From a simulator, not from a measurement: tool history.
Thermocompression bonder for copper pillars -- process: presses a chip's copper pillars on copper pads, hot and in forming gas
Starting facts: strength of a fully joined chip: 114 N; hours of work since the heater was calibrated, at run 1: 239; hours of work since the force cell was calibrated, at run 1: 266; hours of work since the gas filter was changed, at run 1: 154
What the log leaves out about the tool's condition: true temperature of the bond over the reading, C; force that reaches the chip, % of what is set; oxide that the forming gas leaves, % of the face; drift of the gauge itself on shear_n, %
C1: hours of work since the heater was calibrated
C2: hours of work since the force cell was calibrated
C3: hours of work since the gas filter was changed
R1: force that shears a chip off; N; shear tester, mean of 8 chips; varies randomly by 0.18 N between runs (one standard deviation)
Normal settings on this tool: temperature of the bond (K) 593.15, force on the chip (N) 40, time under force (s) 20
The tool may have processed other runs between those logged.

Run 1, hour 0: usual settings; C1 239; C2 266; C3 154. Result: R1 46.7 N.
Run 2, hour 7.9: usual settings; C1 243; C2 270; C3 158. Result: R1 46.4 N.
Run 3, hour 13.9: usual settings; C1 246; C2 274; C3 162. Result: R1 46.3 N.
Run 4, hour 19.2: usual settings; C1 249; C2 277; C3 165. Result: R1 46.5 N.
Run 5, hour 25.2: usual settings; C1 253; C2 280; C3 168. Result: R1 46.3 N.
Run 6, hour 34: usual settings; C1 258; C2 285; C3 173. Result: R1 46.4 N.
At hour 36.5: heater calibrated with a thermocouple chip.
Run 7, hour 41.2: usual settings; C1 3; C2 288; C3 176. Result: R1 46.2 N.
Run 8, hour 47.9: usual settings; C1 6; C2 292; C3 180. Result: R1 46.7 N.
Run 9, hour 55.5: usual settings; C1 11; C2 296; C3 184. Result: R1 46.4 N.
At hour 63.5: heater calibrated with a thermocouple chip, once more.
Run 10, hour 64.6: usual settings; C1 1; C2 300; C3 188. Result: R1 45.2 N.
Run 11, hour 74.4: usual settings; C1 6; C2 305; C3 193. Result: R1 44.8 N.
Run 12, hour 86.5: usual settings; C1 13; C2 312; C3 200. Result: R1 45.1 N.
Run 13, hour 92.9: usual settings; C1 16; C2 316; C3 204. Result: R1 45.3 N.
Run 14, hour 99.3: usual settings but temperature of the bond (K) 597.15, force on the chip (N) 35, time under force (s) 15; C1 20; C2 319; C3 207. Result: R1 37.2 N.
Run 15, hour 107.5: usual settings but temperature of the bond (K) 613.15, force on the chip (N) 42; C1 25; C2 324; C3 212. Result: R1 54.6 N.
Run 16, hour 117.1: usual settings but temperature of the bond (K) 613.15, force on the chip (N) 42; C1 30; C2 329; C3 217. Result: R1 54.7 N.

Run 17 comes next. What will it give?
Run 17, hour 127.1: usual settings but temperature of the bond (K) 591.15, force on the chip (N) 46, time under force (s) 33; C1 36; C2 335; C3 223. Result: R1 ?.

Run 17 gave R1 58.9 N.
Without the tool's hidden state the same run would have given R1 61.7 N.

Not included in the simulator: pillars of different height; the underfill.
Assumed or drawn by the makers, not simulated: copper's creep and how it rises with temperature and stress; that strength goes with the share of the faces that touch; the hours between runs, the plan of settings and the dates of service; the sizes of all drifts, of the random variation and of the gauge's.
